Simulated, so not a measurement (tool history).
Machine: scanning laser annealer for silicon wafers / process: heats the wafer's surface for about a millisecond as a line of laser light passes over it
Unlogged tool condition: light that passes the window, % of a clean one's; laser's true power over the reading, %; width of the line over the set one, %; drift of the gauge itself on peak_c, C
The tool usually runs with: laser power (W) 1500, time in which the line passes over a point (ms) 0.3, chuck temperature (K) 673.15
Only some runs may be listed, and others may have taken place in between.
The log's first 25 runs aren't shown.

run     day  laser power (W)  time in which the line passes over a point (ms)  chuck temperature (K)  hours of work since the window was cleaned  hours of work since the power meter was calibrated  hours of work since the optics were aligned  highest temperature of the surface (K)
 26   8.258             1403                                            0.323                 652.15                                          29                                                 212                                         1146                                 1387.15
 27   8.438             1446                                            0.256                 689.15                                          32                                                 215                                         1149                                 1370.15
 28     8.8             1484                                            0.284                 682.15                                          38                                                 221                                         1156                                 1418.15
 29   9.238             1484                                            0.261                 682.15                                          46                                                 229                                         1163                                 1385.15
 30   9.508             1523                                            0.372                 692.15                                          51                                                 234                                         1168                                 1547.15
 31   9.704             1523                                            0.372                 692.15                                          54                                                 237                                         1172                                 1543.15
 32   9.938             1523                                            0.372                 692.15                                          59                                                 241                                         1176                                 1544.15
 33  10.258             1523                                            0.372                 711.15                                          64                                                 247                                         1181                                 1563.15
 34  10.592             1523                                            0.372                 711.15                                          70                                                 253                                         1187                                 1565.15
 35  10.971             1523                                            0.372                 711.15                                          77                                                 260                                         1194                                 1563.15
 36  11.242             1527                                            0.367                 672.15                                          82                                                 264                                         1199                                 1520.15
 37  11.679             1527                                            0.367                 672.15                                          89                                                 272                                         1207                                 1521.15
 38  11.958             1605                                             0.23                 660.15                                          94                                                 277                                         1212                                 1379.15
 39  12.258             1502                                              0.3                 662.15                                         100                                                 283                                         1217                                 1419.15
 40  12.658             1502                                            0.366                 695.15                                         107                                                 290                                         1224                                 1520.15
 41  13.092             1389                                            0.221                 712.15                                         115                                                 297                                         1232                                 1311.15

Here are 3 independent what-if runs from the current tool condition. What would each one return?
  A  13.292             1389                                            0.227                 675.15                                         118                                                 301                                         1235                                       ?
  B  13.292             1495                                            0.362                 633.15                                         118                                                 301                                         1235                                       ?
  C  13.292             1431                                            0.301                 673.15                                         118                                                 301                                         1235                                       ?

run  highest temperature of the surface (K)
  A                                 1280.15
  B                                 1451.15
  C                                 1385.15
Had the tool no hidden state, the same runs would have come out as:
run  highest temperature of the surface (K)
  A                                 1297.15
  B                                 1474.15
  C                                 1405.15
